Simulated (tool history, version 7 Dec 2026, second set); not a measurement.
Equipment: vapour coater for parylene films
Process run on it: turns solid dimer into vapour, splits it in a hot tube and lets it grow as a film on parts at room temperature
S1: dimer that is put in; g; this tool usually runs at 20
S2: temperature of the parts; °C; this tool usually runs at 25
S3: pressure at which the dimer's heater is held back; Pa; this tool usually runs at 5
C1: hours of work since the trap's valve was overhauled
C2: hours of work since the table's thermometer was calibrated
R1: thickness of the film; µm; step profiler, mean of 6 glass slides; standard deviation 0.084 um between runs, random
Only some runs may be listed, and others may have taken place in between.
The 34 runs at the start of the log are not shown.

run   hour  S1  S2     S3  C1   C2     R1
     420.9  -- trap's valve overhauled, once more
 35  421.9  22  25      5   1  375  12.21
 36  433.5  13  25   2.03   7  381   8.63
 37  445.4  20  33   8.58  14  388   6.92
 38    454  36  33   8.62  18  393   12.4
 39  464.7  20  37  11.15  24  399   5.52
 40    479   9  34   2.89  32  407    3.6
 41    491  20  26   2.59  39  413  12.01
 42  505.3  10  30      5  47  421   4.35
 43  514.1  11  30  10.27  52  426   4.21
 44  528.8   8  22   3.46  60  434   5.45
 45  536.6   8  22   3.46  64  439   5.35
 46  546.5  31  37      5  70  444   9.69

3 options for the next run, each taken on its own from the tool as it stands now. Forecast them:
  A   557  20  25  6.83  76  450   ?
  B   557  20  24     5  76  450   ?
  C   557  19  36  5.27  76  450   ?

run     R1
  A  10.31
  B  11.49
  C   6.25
Had the tool no hidden state, the same runs would have come out as:
run     R1
  A  10.58
  B  11.79
  C   6.41

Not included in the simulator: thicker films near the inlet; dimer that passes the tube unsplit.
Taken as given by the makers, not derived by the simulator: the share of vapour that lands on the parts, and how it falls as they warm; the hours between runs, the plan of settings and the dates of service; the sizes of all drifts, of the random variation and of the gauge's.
